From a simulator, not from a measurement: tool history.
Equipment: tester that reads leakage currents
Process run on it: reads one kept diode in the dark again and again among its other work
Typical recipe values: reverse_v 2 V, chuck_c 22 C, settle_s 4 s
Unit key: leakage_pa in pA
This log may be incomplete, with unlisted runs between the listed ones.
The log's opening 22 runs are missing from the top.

{"run": 23, "hour": 1078.2, "reverse_v": 3.04, "chuck_c": 31, "settle_s": 6.63, "leakage_pa": 150.61}
{"run": 24, "hour": 1126.9, "reverse_v": 7.61, "chuck_c": 28, "settle_s": 0.62, "leakage_pa": 188.69}
{"run": 25, "hour": 1157.1, "reverse_v": 10.75, "chuck_c": 28, "settle_s": 0.62, "leakage_pa": 221.76}
{"run": 26, "hour": 1205.4, "reverse_v": 9.6, "chuck_c": 21, "settle_s": 1.32, "leakage_pa": 124.77}
{"run": 27, "hour": 1237.2, "reverse_v": 5.5, "chuck_c": 35, "settle_s": 4, "leakage_pa": 259.71}
{"run": 28, "hour": 1295.0, "reverse_v": 5.5, "chuck_c": 35, "settle_s": 4, "leakage_pa": 258.37}
{"run": 29, "hour": 1344.4, "reverse_v": 5.5, "chuck_c": 20, "settle_s": 0.94, "leakage_pa": 89.26}
{"run": 30, "hour": 1395.2, "reverse_v": 1.86, "chuck_c": 34, "settle_s": 0.94, "leakage_pa": 146.25}
{"run": 31, "hour": 1457.8, "reverse_v": 2, "chuck_c": 33, "settle_s": 2.27, "leakage_pa": 141.12}
{"run": 32, "hour": 1487.6, "reverse_v": 2, "chuck_c": 33, "settle_s": 2.27, "leakage_pa": 140.09}
{"run": 33, "hour": 1545.3, "reverse_v": 2, "chuck_c": 33, "settle_s": 2.27, "leakage_pa": 140.4}
{"run": 34, "hour": 1599.5, "reverse_v": 2, "chuck_c": 29, "settle_s": 4, "leakage_pa": 105.55}

Predict each of these 5 candidate next runs independently; none follows another, all start after run 34:
{"run": "A", "hour": 1660.0, "reverse_v": 12.03, "chuck_c": 20, "settle_s": 9.57, "leakage_pa": "?"}
{"run": "B", "hour": 1660.0, "reverse_v": 2.79, "chuck_c": 29, "settle_s": 4, "leakage_pa": "?"}
{"run": "C", "hour": 1660.0, "reverse_v": 3.55, "chuck_c": 51, "settle_s": 4, "leakage_pa": "?"}
{"run": "D", "hour": 1660.0, "reverse_v": 4.76, "chuck_c": 22, "settle_s": 0.46, "leakage_pa": "?"}
{"run": "E", "hour": 1660.0, "reverse_v": 8.92, "chuck_c": 60, "settle_s": 5.45, "leakage_pa": "?"}

run=A leakage_pa=124.36
run=B leakage_pa=122.72
run=C leakage_pa=595.91
run=D leakage_pa=97.46
run=E leakage_pa=1561.29
With no hidden state in the tool, these same runs would have given:
run=A leakage_pa=138.37
run=B leakage_pa=138.66
run=C leakage_pa=665.79
run=D leakage_pa=109.37
run=E leakage_pa=1734.39
